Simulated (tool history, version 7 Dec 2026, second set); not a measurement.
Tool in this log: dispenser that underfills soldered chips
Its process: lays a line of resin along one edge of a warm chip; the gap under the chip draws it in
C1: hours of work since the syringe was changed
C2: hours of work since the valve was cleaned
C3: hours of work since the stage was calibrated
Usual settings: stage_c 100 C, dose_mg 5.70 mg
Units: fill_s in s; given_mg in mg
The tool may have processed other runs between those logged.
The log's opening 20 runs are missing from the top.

At hour 206.9: new syringe of resin.
Run 21, hour 212.1: usual settings but stage_c 89 C, dose_mg 5.44 mg; C1 3; C2 37; C3 402. Result: fill_s 182.9 s, given_mg 5.26 mg.
At hour 217.2: new syringe of resin.
Run 22, hour 223.0: usual settings but dose_mg 5.72 mg; C1 4; C2 43; C3 409. Result: fill_s 127.3 s, given_mg 5.49 mg.
At hour 226.8: new syringe of resin.
At hour 237.0: new syringe of resin.
Run 23, hour 237.9: usual settings but stage_c 93 C, dose_mg 5.51 mg; C1 1; C2 52; C3 418. Result: fill_s 129.2 s, given_mg 5.26 mg.
At hour 246.5: new syringe of resin.
Run 24, hour 251.2: usual settings but stage_c 93 C, dose_mg 5.51 mg; C1 3; C2 60; C3 426. Result: fill_s 154.6 s, given_mg 5.20 mg.
At hour 257.1: new syringe of resin.
Run 25, hour 266.0: usual settings but stage_c 93 C, dose_mg 5.51 mg; C1 6; C2 69; C3 434. Result: fill_s 195.2 s, given_mg 5.12 mg.
At hour 267.1: new syringe of resin.
At hour 277.3: dispensing valve cleaned and set on the balance.
At hour 278.7: new syringe of resin.
Run 26, hour 281.9: usual settings but stage_c 115 C, dose_mg 5.97 mg; C1 2; C2 3; C3 443. Result: fill_s 66.2 s, given_mg 6.00 mg.
At hour 288.2: new syringe of resin.
Run 27, hour 288.2: usual settings but stage_c 107 C, dose_mg 5.11 mg; C1 0; C2 6; C3 447. Result: fill_s 76.7 s, given_mg 5.03 mg.
At hour 297.8: new syringe of resin.
Run 28, hour 303.4: usual settings but stage_c 96 C, dose_mg 6.29 mg; C1 3; C2 16; C3 456. Result: fill_s 143.9 s, given_mg 6.22 mg.
At hour 307.5: new syringe of resin.
Run 29, hour 309.7: usual settings but stage_c 88 C, dose_mg 6.28 mg; C1 1; C2 19; C3 460. Result: fill_s 161.2 s, given_mg 6.14 mg.
At hour 317.2: new syringe of resin.
Run 30, hour 321.6: usual settings but stage_c 87 C, dose_mg 5.62 mg; C1 3; C2 26; C3 467. Result: fill_s 181.8 s, given_mg 5.50 mg.
At hour 327.3: new syringe of resin.
Run 31, hour 328.9: usual settings but stage_c 99 C, dose_mg 5.13 mg; C1 1; C2 31; C3 471. Result: fill_s 113.3 s, given_mg 4.97 mg.
At hour 337.3: new syringe of resin.
Run 32, hour 342.2: usual settings but stage_c 88 C, dose_mg 6.75 mg; C1 3; C2 39; C3 479. Result: fill_s 182.6 s, given_mg 6.44 mg.
At hour 347.3: new syringe of resin.
At hour 356.9: new syringe of resin.
Run 33, hour 356.9: usual settings but stage_c 88 C, dose_mg 6.75 mg; C1 0; C2 47; C3 488. Result: fill_s 146.4 s, given_mg 6.49 mg.
At hour 366.7: new syringe of resin.
Run 34, hour 368.2: usual settings but stage_c 88 C, dose_mg 6.75 mg; C1 1; C2 54; C3 495. Result: fill_s 151.6 s, given_mg 6.40 mg.
At hour 376.2: new syringe of resin.
Run 35, hour 376.2: usual settings but stage_c 97 C, dose_mg 6.75 mg; C1 0; C2 59; C3 500. Result: fill_s 104.7 s, given_mg 6.30 mg.

3 ways to go on from here, each from the tool as it stands after run 35. What would each give?
At hour 386.7: new syringe of resin.
Run A, hour 386.7: usual settings but stage_c 109 C, dose_mg 5.78 mg; C1 0; C2 65; C3 506. Result: fill_s ?, given_mg ?.
At hour 386.7: new syringe of resin.
Run B, hour 386.7: usual settings but stage_c 105 C; C1 0; C2 65; C3 506. Result: fill_s ?, given_mg ?.
At hour 386.7: new syringe of resin.
Run C, hour 386.7: usual settings but stage_c 114 C, dose_mg 6.69 mg; C1 0; C2 65; C3 506. Result: fill_s ?, given_mg ?.

run  fill_s  given_mg
  A    71.6      5.40
  B    80.5      5.33
  C    61.0      6.26
With no hidden state in the tool, these same runs would have given:
run  fill_s  given_mg
  A    64.0      5.77
  B    71.7      5.70
  C    55.0      6.69
